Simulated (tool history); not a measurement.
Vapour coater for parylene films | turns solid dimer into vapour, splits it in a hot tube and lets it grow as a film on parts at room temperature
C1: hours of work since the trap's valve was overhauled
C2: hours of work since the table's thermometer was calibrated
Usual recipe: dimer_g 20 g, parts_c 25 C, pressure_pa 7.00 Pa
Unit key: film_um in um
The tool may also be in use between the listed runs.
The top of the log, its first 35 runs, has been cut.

Run 36, hour 521.5: usual settings but dimer_g 19 g, parts_c 20 C; C1 479; C2 163. Result: film_um 6.28 um.
Run 37, hour 532.7: usual settings but dimer_g 26 g, parts_c 30 C, pressure_pa 9.88 Pa; C1 488; C2 173. Result: film_um 5.01 um.
Run 38, hour 543.0: usual settings but dimer_g 26 g, parts_c 30 C, pressure_pa 9.88 Pa; C1 497; C2 181. Result: film_um 4.97 um.
Run 39, hour 564.4: usual settings but dimer_g 26 g, parts_c 30 C, pressure_pa 9.88 Pa; C1 514; C2 199. Result: film_um 4.96 um.
At hour 580.7: trap's valve overhauled.
Run 40, hour 581.9: usual settings but dimer_g 26 g, parts_c 30 C, pressure_pa 9.88 Pa; C1 1; C2 210. Result: film_um 5.26 um.
Run 41, hour 600.9: usual settings but pressure_pa 2.58 Pa; C1 17; C2 226. Result: film_um 6.73 um.
Run 42, hour 615.8: usual settings but parts_c 23 C, pressure_pa 2.04 Pa; C1 29; C2 238. Result: film_um 7.67 um.
Run 43, hour 636.5: usual settings but dimer_g 16 g, parts_c 29 C, pressure_pa 2.04 Pa; C1 46; C2 255. Result: film_um 4.62 um.
Run 44, hour 654.4: usual settings but dimer_g 16 g, parts_c 29 C, pressure_pa 2.04 Pa; C1 61; C2 270. Result: film_um 4.63 um.
Run 45, hour 674.6: usual settings but parts_c 30 C; C1 78; C2 287. Result: film_um 4.29 um.
Run 46, hour 688.7: usual settings but dimer_g 12 g, parts_c 20 C, pressure_pa 11.68 Pa; C1 89; C2 298. Result: film_um 3.77 um.
Run 47, hour 706.1: usual settings but dimer_g 12 g, parts_c 20 C, pressure_pa 11.68 Pa; C1 104; C2 313. Result: film_um 3.75 um.

What if the next run were any one of these 4? Each begins from the tool's condition after run 47:
Run A, hour 723.7: usual settings but dimer_g 11 g, parts_c 20 C, pressure_pa 2.79 Pa; C1 118; C2 327. Result: film_um ?.
Run B, hour 723.7: usual settings but dimer_g 10 g, parts_c 26 C, pressure_pa 4.41 Pa; C1 118; C2 327. Result: film_um ?.
Run C, hour 723.7: usual settings but dimer_g 16 g, parts_c 19 C, pressure_pa 11.68 Pa; C1 118; C2 327. Result: film_um ?.
Run D, hour 723.7: usual settings but dimer_g 12 g, parts_c 20 C, pressure_pa 11.68 Pa; C1 118; C2 327. Result: film_um ?.

run  film_um
  A     4.61
  B     2.82
  C     5.21
  D     3.71
Stripped of hidden state, with their random variation kept, the same runs would have yielded:
run  film_um
  A     4.59
  B     2.81
  C     5.19
  D     3.69
